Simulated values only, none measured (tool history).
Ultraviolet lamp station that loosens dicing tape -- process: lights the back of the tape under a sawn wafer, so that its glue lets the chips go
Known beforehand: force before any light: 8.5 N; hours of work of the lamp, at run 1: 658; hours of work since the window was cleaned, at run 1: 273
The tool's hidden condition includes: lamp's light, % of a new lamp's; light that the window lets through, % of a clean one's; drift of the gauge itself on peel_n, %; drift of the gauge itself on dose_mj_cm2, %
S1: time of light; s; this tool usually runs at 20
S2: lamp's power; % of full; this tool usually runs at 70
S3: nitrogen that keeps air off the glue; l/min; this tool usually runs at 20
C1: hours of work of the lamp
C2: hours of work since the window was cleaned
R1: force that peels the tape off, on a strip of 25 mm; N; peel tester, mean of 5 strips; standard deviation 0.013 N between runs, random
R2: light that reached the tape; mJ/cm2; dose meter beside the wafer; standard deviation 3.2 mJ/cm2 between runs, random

run	day	S1	S2	S3	C1	C2	R1	R2
1	0.000	20	70	20	658	273	1.710	273
2	0.633	20	70	20	669	284	1.877	273
3	1.333	20	70	20	681	296	1.858	269
4	2.283	20	70	20	698	312	1.942	261
5	2.921	20	70	20	709	323	2.020	260
6	3.775	20	70	9	724	338	2.594	256
7	4.196	20	71	20	731	346	1.901	255
8	4.771	20	71	20	741	355	2.124	250
# day 4.892: lamp changed
9	5.592	20	70	20	12	369	0.940	406
# day 5.883: window cleaned of glue's vapour
10	6.354	20	70	20	25	8	0.650	470
11	7.304	20	79	20	42	25	0.548	518
12	7.779	20	79	20	50	33	0.562	521
13	8.771	20	79	20	67	50	0.594	505
14	9.571	20	87	20	81	64	0.484	546
15	10.521	20	87	20	97	81	0.492	543
16	11.096	20	70	20	107	91	0.784	435
17	11.696	20	70	20	118	101	0.825	430
18	12.467	20	70	20	131	114	0.836	423
19	13.142	20	70	6	143	126	1.567	416
20	13.571	20	70	6	151	134	1.589	416
21	14.271	23	65	6	163	146	1.496	435

Forecast run 22:
22	15.075	23	65	6	177	160	?	?

R1: 1.525 N
R2: 428 mJ/cm2
With the hidden condition absent and the run-to-run variation left alone, this run would have shown R1 1.061 N, R2 524 mJ/cm2.

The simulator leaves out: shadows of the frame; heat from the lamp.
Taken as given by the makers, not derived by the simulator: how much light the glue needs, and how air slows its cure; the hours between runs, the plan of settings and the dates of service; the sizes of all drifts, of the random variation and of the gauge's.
